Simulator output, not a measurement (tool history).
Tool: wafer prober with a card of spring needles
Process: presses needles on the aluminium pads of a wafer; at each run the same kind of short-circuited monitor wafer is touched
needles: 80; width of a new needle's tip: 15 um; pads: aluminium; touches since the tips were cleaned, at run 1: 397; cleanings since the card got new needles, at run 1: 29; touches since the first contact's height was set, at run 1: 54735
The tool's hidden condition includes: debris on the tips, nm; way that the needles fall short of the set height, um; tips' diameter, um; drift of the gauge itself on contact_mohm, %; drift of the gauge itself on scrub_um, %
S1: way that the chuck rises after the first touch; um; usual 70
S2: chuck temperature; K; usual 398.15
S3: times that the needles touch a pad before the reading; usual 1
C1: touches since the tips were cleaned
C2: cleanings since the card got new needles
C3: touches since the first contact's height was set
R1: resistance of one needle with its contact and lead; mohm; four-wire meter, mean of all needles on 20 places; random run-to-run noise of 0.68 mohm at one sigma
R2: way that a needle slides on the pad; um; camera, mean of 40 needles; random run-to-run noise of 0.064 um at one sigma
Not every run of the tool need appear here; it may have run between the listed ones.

| run | hour | S1 | S2 | S3 | C1 | C2 | C3 | R1 | R2 |
|---|---|---|---|---|---|---|---|---|---|
| 1 | 0 | 70 | 398.15 | 1 | 397 | 29 | 54735 | 171.5 | 9.8 |
|  | 4.6 | tips cleaned on abrasive film |
| 2 | 5.6 | 70 | 398.15 | 1 | 261 | 30 | 56174 | 171 | 9.8 |
|  | 10.8 | tips cleaned on abrasive film |
| 3 | 11.2 | 70 | 398.15 | 1 | 115 | 31 | 57637 | 170.3 | 9.74 |
|  | 16.8 | tips cleaned on abrasive film |
| 4 | 17.5 | 70 | 398.15 | 1 | 173 | 32 | 59270 | 171.3 | 9.67 |
|  | 23.6 | tips cleaned on abrasive film |
| 5 | 25.8 | 70 | 398.15 | 1 | 582 | 33 | 61438 | 173.6 | 9.69 |
|  | 30 | tips cleaned on abrasive film |
| 6 | 30.3 | 70 | 398.15 | 1 | 68 | 34 | 62597 | 171 | 9.7 |
|  | 36.4 | tips cleaned on abrasive film |
| 7 | 36.9 | 70 | 398.15 | 1 | 133 | 35 | 64321 | 170.7 | 9.71 |
|  | 42.7 | tips cleaned on abrasive film |
| 8 | 43.4 | 70 | 398.15 | 1 | 176 | 36 | 66003 | 171.7 | 9.78 |
|  | 49 | tips cleaned on abrasive film |
| 9 | 51.2 | 70 | 398.15 | 1 | 565 | 37 | 68026 | 172.6 | 9.74 |
|  | 55.2 | tips cleaned on abrasive film |
|  | 61.8 | tips cleaned on abrasive film |
| 10 | 61.8 | 70 | 398.15 | 1 | 0 | 39 | 70789 | 171.4 | 9.7 |
|  | 68.4 | tips cleaned on abrasive film |
| 11 | 71.3 | 70 | 398.15 | 1 | 763 | 40 | 73261 | 173.3 | 9.76 |
|  | 74.6 | tips cleaned on abrasive film |
| 12 | 79.9 | 70 | 398.15 | 1 | 1388 | 41 | 75497 | 173.9 | 9.71 |
|  | 81.1 | tips cleaned on abrasive film |
| 13 | 84.9 | 70 | 398.15 | 2 | 1000 | 42 | 76800 | 172.4 | 9.74 |
|  | 87.6 | tips cleaned on abrasive film |
|  | 93.6 | tips cleaned on abrasive film |
| 14 | 94.7 | 70 | 398.15 | 2 | 308 | 44 | 79334 | 171.2 | 9.6 |
|  | 99.8 | tips cleaned on abrasive film |
| 15 | 105.3 | 68 | 398.15 | 2 | 1473 | 45 | 82108 | 171.6 | 9.4 |
|  | 105.9 | tips cleaned on abrasive film |
|  | 112.4 | tips cleaned on abrasive film |
| 16 | 114.8 | 68 | 363.15 | 2 | 640 | 47 | 84562 | 165.4 | 9.44 |
|  | 118.6 | tips cleaned on abrasive film |
| 17 | 120.6 | 60 | 365.15 | 2 | 533 | 48 | 86056 | 168.7 | 8.19 |
|  | 124.8 | tips cleaned on abrasive film |
| 18 | 127 | 60 | 365.15 | 2 | 579 | 49 | 87707 | 168 | 8.18 |
|  | 130.9 | tips cleaned on abrasive film |
| 19 | 132.7 | 70 | 346.15 | 2 | 476 | 50 | 89206 | 162.1 | 9.62 |
|  | 137.8 | tips cleaned on abrasive film |
| 20 | 140 | 70 | 346.15 | 2 | 596 | 51 | 91106 | 162 | 9.68 |
|  | 144.5 | tips cleaned on abrasive film |
| 21 | 147.8 | 75 | 372.15 | 1 | 877 | 52 | 93125 | 167.5 | 10.47 |
|  | 150.8 | tips cleaned on abrasive film |
| 22 | 155.2 | 75 | 391.15 | 2 | 1154 | 53 | 95042 | 172.1 | 10.25 |
|  | 156.9 | tips cleaned on abrasive film |
| 23 | 162.7 | 53 | 351.15 | 1 | 1532 | 54 | 96997 | 172.8 | 7.16 |
|  | 163.7 | tips cleaned on abrasive film |
|  | 169.8 | tips cleaned on abrasive film |
| 24 | 169.8 | 78 | 398.15 | 1 | 0 | 56 | 98818 | 169.7 | 10.7 |
|  | 175.7 | tips cleaned on abrasive film |
| 25 | 178.1 | 63 | 302.15 | 1 | 619 | 57 | 100984 | 157.3 | 8.54 |
|  | 181.8 | tips cleaned on abrasive film |
| 26 | 186.3 | 51 | 332.15 | 1 | 1177 | 58 | 103121 | 169.5 | 6.76 |
|  | 187.8 | tips cleaned on abrasive film |
|  | 193.9 | tips cleaned on abrasive film |
| 27 | 195.2 | 82 | 310.15 | 2 | 341 | 60 | 105415 | 154.8 | 11.27 |
|  | 199.9 | tips cleaned on abrasive film |
| 28 | 203.9 | 82 | 310.15 | 2 | 1037 | 61 | 107679 | 156.1 | 11.28 |
|  | 206 | tips cleaned on abrasive film |
|  | 212.1 | tips cleaned on abrasive film |
| 29 | 212.1 | 82 | 310.15 | 2 | 0 | 63 | 109791 | 154 | 11.26 |
| 30 | 216.5 | 55 | 396.15 | 3 | 1182 | 63 | 110973 | 174.7 | 7.37 |
|  | 218.4 | tips cleaned on abrasive film |
|  | 224.4 | tips cleaned on abrasive film |
| 31 | 227.1 | 55 | 301.15 | 3 | 722 | 65 | 113710 | 157.7 | 7.32 |
|  | 230.7 | tips cleaned on abrasive film |
| 32 | 236.6 | 55 | 301.15 | 3 | 1545 | 66 | 116177 | 158.7 | 7.37 |

Across each entry between runs, compare the hidden state at the last listed run before it with the hidden state at the first listed run after it:
In the gap between runs 1 and 2: tips cleaned on abrasive film (hour 4.6)
  debris on the tips, nm: 13.9 -> 8.3; way that the needles fall short of the set height, um: 1.71 -> 1.78; tips' diameter, um: 15.6 -> 15.62
  measured less the result without the state, R1: +1.3 -> +0.7 mohm; R2: -0.24 -> -0.25 um
In the gap between runs 2 and 3: tips cleaned on abrasive film (hour 10.8)
  debris on the tips, nm: 8.3 -> 5; way that the needles fall short of the set height, um: 1.78 -> 1.83; tips' diameter, um: 15.62 -> 15.64
  measured less the result without the state, R1: +0.7 -> +0.3 mohm; R2: -0.25 -> -0.26 um
In the gap between runs 3 and 4: tips cleaned on abrasive film (hour 16.8)
  debris on the tips, nm: 5 -> 7.1; way that the needles fall short of the set height, um: 1.83 -> 1.9; tips' diameter, um: 15.64 -> 15.67
  measured less the result without the state, R1: +0.3 -> +0.5 mohm; R2: -0.26 -> -0.27 um
In the gap between runs 4 and 5: tips cleaned on abrasive film (hour 23.6)
  debris on the tips, nm: 7.1 -> 16.2; way that the needles fall short of the set height, um: 1.9 -> 1.95; tips' diameter, um: 15.67 -> 15.68
  measured less the result without the state, R1: +0.5 -> +1.6 mohm; R2: -0.27 -> -0.28 um
In the gap between runs 5 and 6: tips cleaned on abrasive film (hour 30)
  debris on the tips, nm: 16.2 -> 4.8; way that the needles fall short of the set height, um: 1.95 -> 2.02; tips' diameter, um: 15.68 -> 15.71
  measured less the result without the state, R1: +1.6 -> +0.2 mohm; R2: -0.28 -> -0.29 um
In the gap between runs 6 and 7: tips cleaned on abrasive film (hour 36.4)
  debris on the tips, nm: 4.8 -> 5.5; way that the needles fall short of the set height, um: 2.02 -> 2.1; tips' diameter, um: 15.71 -> 15.73
  measured less the result without the state, R1: +0.2 -> +0.4 mohm; R2: -0.29 -> -0.31 um
In the gap between runs 7 and 8: tips cleaned on abrasive film (hour 42.7)
  debris on the tips, nm: 5.5 -> 8.2; way that the needles fall short of the set height, um: 2.1 -> 2.16; tips' diameter, um: 15.73 -> 15.76
  measured less the result without the state, R1: +0.4 -> +0.7 mohm; R2: -0.31 -> -0.31 um
In the gap between runs 8 and 9: tips cleaned on abrasive film (hour 49)
  debris on the tips, nm: 8.2 -> 15.3; way that the needles fall short of the set height, um: 2.16 -> 2.22; tips' diameter, um: 15.76 -> 15.78
  measured less the result without the state, R1: +0.7 -> +1.4 mohm; R2: -0.31 -> -0.32 um
In the gap between runs 9 and 10: tips cleaned on abrasive film (hour 55.2); tips cleaned on abrasive film (hour 61.8)
  debris on the tips, nm: 15.3 -> 1.6; way that the needles fall short of the set height, um: 2.22 -> 2.36; tips' diameter, um: 15.78 -> 15.83
  measured less the result without the state, R1: +1.4 -> -0.1 mohm; R2: -0.32 -> -0.34 um
In the gap between runs 10 and 11: tips cleaned on abrasive film (hour 68.4)
  debris on the tips, nm: 1.6 -> 19.5; way that the needles fall short of the set height, um: 2.36 -> 2.43; tips' diameter, um: 15.83 -> 15.85
  measured less the result without the state, R1: -0.1 -> +1.8 mohm; R2: -0.34 -> -0.35 um
In the gap between runs 11 and 12: tips cleaned on abrasive film (hour 74.6)
  debris on the tips, nm: 19.5 -> 33.5; way that the needles fall short of the set height, um: 2.43 -> 2.48; tips' diameter, um: 15.85 -> 15.87
  measured less the result without the state, R1: +1.8 -> +3.4 mohm; R2: -0.35 -> -0.36 um
In the gap between runs 12 and 13: tips cleaned on abrasive film (hour 81.1)
  debris on the tips, nm: 33.5 -> 27.2; way that the needles fall short of the set height, um: 2.48 -> 2.55; tips' diameter, um: 15.87 -> 15.89
  measured less the result without the state, R1: +3.4 -> +1.5 mohm; R2: -0.36 -> -0.36 um
In the gap between runs 13 and 14: tips cleaned on abrasive film (hour 87.6); tips cleaned on abrasive film (hour 93.6)
  debris on the tips, nm: 27.2 -> 9.8; way that the needles fall short of the set height, um: 2.55 -> 2.66; tips' diameter, um: 15.89 -> 15.93
  measured less the result without the state, R1: +1.5 -> +0.3 mohm; R2: -0.36 -> -0.38 um
In the gap between runs 14 and 15: tips cleaned on abrasive film (hour 99.8)
  debris on the tips, nm: 9.8 -> 34; way that the needles fall short of the set height, um: 2.66 -> 2.7; tips' diameter, um: 15.93 -> 15.95
  measured less the result without the state, R1: +0.3 -> +1.9 mohm; R2: -0.38 -> -0.39 um
In the gap between runs 15 and 16: tips cleaned on abrasive film (hour 105.9); tips cleaned on abrasive film (hour 112.4)
  debris on the tips, nm: 34 -> 19.6; way that the needles fall short of the set height, um: 2.7 -> 2.84; tips' diameter, um: 15.95 -> 15.99
  measured less the result without the state, R1: +1.9 -> +1.4 mohm; R2: -0.39 -> -0.41 um
In the gap between runs 16 and 17: tips cleaned on abrasive film (hour 118.6)
  debris on the tips, nm: 19.6 -> 16.7; way that the needles fall short of the set height, um: 2.84 -> 2.88; tips' diameter, um: 15.99 -> 16.01
  measured less the result without the state, R1: +1.4 -> +2.5 mohm; R2: -0.41 -> -0.41 um
In the gap between runs 17 and 18: tips cleaned on abrasive film (hour 124.8)
  debris on the tips, nm: 16.7 -> 18.3; way that the needles fall short of the set height, um: 2.88 -> 2.95; tips' diameter, um: 16.01 -> 16.03
  measured less the result without the state, R1: +2.5 -> +2.7 mohm; R2: -0.41 -> -0.43 um
In the gap between runs 18 and 19: tips cleaned on abrasive film (hour 130.9)
  debris on the tips, nm: 18.3 -> 15.1; way that the needles fall short of the set height, um: 2.95 -> 3.01; tips' diameter, um: 16.03 -> 16.05
  measured less the result without the state, R1: +2.7 -> +1.1 mohm; R2: -0.43 -> -0.43 um
In the gap between runs 19 and 20: tips cleaned on abrasive film (hour 137.8)
  debris on the tips, nm: 15.1 -> 17.7; way that the needles fall short of the set height, um: 3.01 -> 3.07; tips' diameter, um: 16.05 -> 16.08
  measured less the result without the state, R1: +1.1 -> +1.3 mohm; R2: -0.43 -> -0.44 um
In the gap between runs 20 and 21: tips cleaned on abrasive film (hour 144.5)
  debris on the tips, nm: 17.7 -> 24.1; way that the needles fall short of the set height, um: 3.07 -> 3.12; tips' diameter, um: 16.08 -> 16.09
  measured less the result without the state, R1: +1.3 -> +2.1 mohm; R2: -0.44 -> -0.45 um
In the gap between runs 21 and 22: tips cleaned on abrasive film (hour 150.8)
  debris on the tips, nm: 24.1 -> 27.5; way that the needles fall short of the set height, um: 3.12 -> 3.18; tips' diameter, um: 16.09 -> 16.11
  measured less the result without the state, R1: +2.1 -> +1.4 mohm; R2: -0.45 -> -0.46 um
In the gap between runs 22 and 23: tips cleaned on abrasive film (hour 156.9)
  debris on the tips, nm: 27.5 -> 34.3; way that the needles fall short of the set height, um: 3.18 -> 3.22; tips' diameter, um: 16.11 -> 16.13
  measured less the result without the state, R1: +1.4 -> +7.9 mohm; R2: -0.46 -> -0.47 um
In the gap between runs 23 and 24: tips cleaned on abrasive film (hour 163.7); tips cleaned on abrasive film (hour 169.8)
  debris on the tips, nm: 34.3 -> 2.2; way that the needles fall short of the set height, um: 3.22 -> 3.34; tips' diameter, um: 16.13 -> 16.17
  measured less the result without the state, R1: +7.9 -> -0.2 mohm; R2: -0.47 -> -0.47 um
In the gap between runs 24 and 25: tips cleaned on abrasive film (hour 175.7)
  debris on the tips, nm: 2.2 -> 17.5; way that the needles fall short of the set height, um: 3.34 -> 3.4; tips' diameter, um: 16.17 -> 16.19
  measured less the result without the state, R1: -0.2 -> +3.6 mohm; R2: -0.47 -> -0.49 um
In the gap between runs 25 and 26: tips cleaned on abrasive film (hour 181.8)
  debris on the tips, nm: 17.5 -> 29.1; way that the needles fall short of the set height, um: 3.4 -> 3.47; tips' diameter, um: 16.19 -> 16.21
  measured less the result without the state, R1: +3.6 -> +7.7 mohm; R2: -0.49 -> -0.5 um
In the gap between runs 26 and 27: tips cleaned on abrasive film (hour 187.8); tips cleaned on abrasive film (hour 193.9)
  debris on the tips, nm: 29.1 -> 11.6; way that the needles fall short of the set height, um: 3.47 -> 3.57; tips' diameter, um: 16.21 -> 16.25
  measured less the result without the state, R1: +7.7 -> +0.3 mohm; R2: -0.5 -> -0.51 um
In the gap between runs 27 and 28: tips cleaned on abrasive film (hour 199.9)
  debris on the tips, nm: 11.6 -> 27; way that the needles fall short of the set height, um: 3.57 -> 3.61; tips' diameter, um: 16.25 -> 16.27
  measured less the result without the state, R1: +0.3 -> +1.2 mohm; R2: -0.51 -> -0.52 um
In the gap between runs 28 and 29: tips cleaned on abrasive film (hour 206); tips cleaned on abrasive film (hour 212.1)
  debris on the tips, nm: 27 -> 2.6; way that the needles fall short of the set height, um: 3.61 -> 3.71; tips' diameter, um: 16.27 -> 16.3
  measured less the result without the state, R1: +1.2 -> -0.2 mohm; R2: -0.52 -> -0.54 um
In the gap between runs 30 and 31: tips cleaned on abrasive film (hour 218.4); tips cleaned on abrasive film (hour 224.4)
  debris on the tips, nm: 29.7 -> 19.5; way that the needles fall short of the set height, um: 3.71 -> 3.82; tips' diameter, um: 16.3 -> 16.34
  measured less the result without the state, R1: +3.6 -> +2.8 mohm; R2: -0.53 -> -0.55 um
In the gap between runs 31 and 32: tips cleaned on abrasive film (hour 230.7)
  debris on the tips, nm: 19.5 -> 34; way that the needles fall short of the set height, um: 3.82 -> 3.86; tips' diameter, um: 16.34 -> 16.35
  measured less the result without the state, R1: +2.8 -> +3.9 mohm; R2: -0.55 -> -0.56 um
